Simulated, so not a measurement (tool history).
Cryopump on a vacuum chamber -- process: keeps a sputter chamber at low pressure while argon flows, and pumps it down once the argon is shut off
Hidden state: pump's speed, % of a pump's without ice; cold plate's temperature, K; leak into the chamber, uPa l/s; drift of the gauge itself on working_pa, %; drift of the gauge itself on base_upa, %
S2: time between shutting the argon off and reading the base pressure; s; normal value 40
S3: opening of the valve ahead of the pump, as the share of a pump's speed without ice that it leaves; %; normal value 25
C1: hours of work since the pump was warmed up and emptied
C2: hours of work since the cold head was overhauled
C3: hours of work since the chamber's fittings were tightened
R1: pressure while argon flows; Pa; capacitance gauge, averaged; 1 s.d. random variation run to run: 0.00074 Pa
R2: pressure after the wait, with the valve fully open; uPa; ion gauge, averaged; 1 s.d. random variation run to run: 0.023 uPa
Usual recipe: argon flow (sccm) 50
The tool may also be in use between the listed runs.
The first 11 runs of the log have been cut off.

run 12 day=10.492 | argon_flow_(sccm)=50 S2=40 S3=25 | C1=652 C2=652 C3=3057 | R1=0.1442 R2=1.41
run 13 day=11.483 | argon_flow_(sccm)=30 S2=40 S3=25 | C1=664 C2=664 C3=3070 | R1=0.0861 R2=1.45
run 14 day=12.796 | argon_flow_(sccm)=30 S2=40 S3=25 | C1=680 C2=680 C3=3086 | R1=0.0865 R2=1.47
run 15 day=13.767 | argon_flow_(sccm)=30 S2=40 S3=25 | C1=693 C2=693 C3=3098 | R1=0.0878 R2=1.41
run 16 day=14.542 | argon_flow_(sccm)=30 S2=40 S3=25 | C1=702 C2=702 C3=3108 | R1=0.0866 R2=1.40
run 17 day=15.646 | argon_flow_(sccm)=30 S2=40 S3=25 | C1=716 C2=716 C3=3122 | R1=0.0870 R2=1.48
run 18 day=16.858 | argon_flow_(sccm)=30 S2=40 S3=25 | C1=731 C2=731 C3=3137 | R1=0.0871 R2=1.42
run 19 day=17.421 | argon_flow_(sccm)=50 S2=37 S3=34 | C1=738 C2=738 C3=3144 | R1=0.1102 R2=1.48
run 20 day=18.192 | argon_flow_(sccm)=23 S2=99 S3=20 | C1=748 C2=748 C3=3154 | R1=0.0836 R2=1.12
run 21 day=19.375 | argon_flow_(sccm)=34 S2=118 S3=25 | C1=763 C2=763 C3=3169 | R1=0.0989 R2=1.09
run 22 day=19.962 | argon_flow_(sccm)=34 S2=118 S3=30 | C1=770 C2=770 C3=3176 | R1=0.0851 R2=1.02
run 23 day=21.125 | argon_flow_(sccm)=27 S2=218 S3=30 | C1=785 C2=785 C3=3191 | R1=0.0672 R2=1.00
run 24 day=21.775 | argon_flow_(sccm)=27 S2=218 S3=30 | C1=793 C2=793 C3=3199 | R1=0.0670 R2=1.01
run 25 day=22.812 | argon_flow_(sccm)=24 S2=40 S3=25 | C1=806 C2=806 C3=3212 | R1=0.0714 R2=1.47
run 26 day=24.092 | argon_flow_(sccm)=64 S2=40 S3=48 | C1=822 C2=822 C3=3228 | R1=0.1046 R2=1.54
run 27 day=24.858 | argon_flow_(sccm)=37 S2=23 S3=31 | C1=832 C2=832 C3=3237 | R1=0.0900 R2=1.86
run 28 day=25.433 | argon_flow_(sccm)=50 S2=40 S3=39 | C1=839 C2=839 C3=3245 | R1=0.0982 R2=1.45
run 29 day=26.017 | argon_flow_(sccm)=50 S2=233 S3=28 | C1=846 C2=846 C3=3252 | R1=0.1344 R2=1.05
run 30 day=26.621 | argon_flow_(sccm)=50 S2=230 S3=20 | C1=854 C2=854 C3=3259 | R1=0.1813 R2=0.98

What does the tool deliver on the next run?
run 31 day=27.279 | argon_flow_(sccm)=50 S2=64 S3=48 | C1=862 C2=862 C3=3268 | R1=? R2=?

{"run 31": {"R1": 0.0824, "R2": 1.31}}
Without the tool's hidden state the same run would have given R1 0.0711 Pa, R2 0.50 uPa.
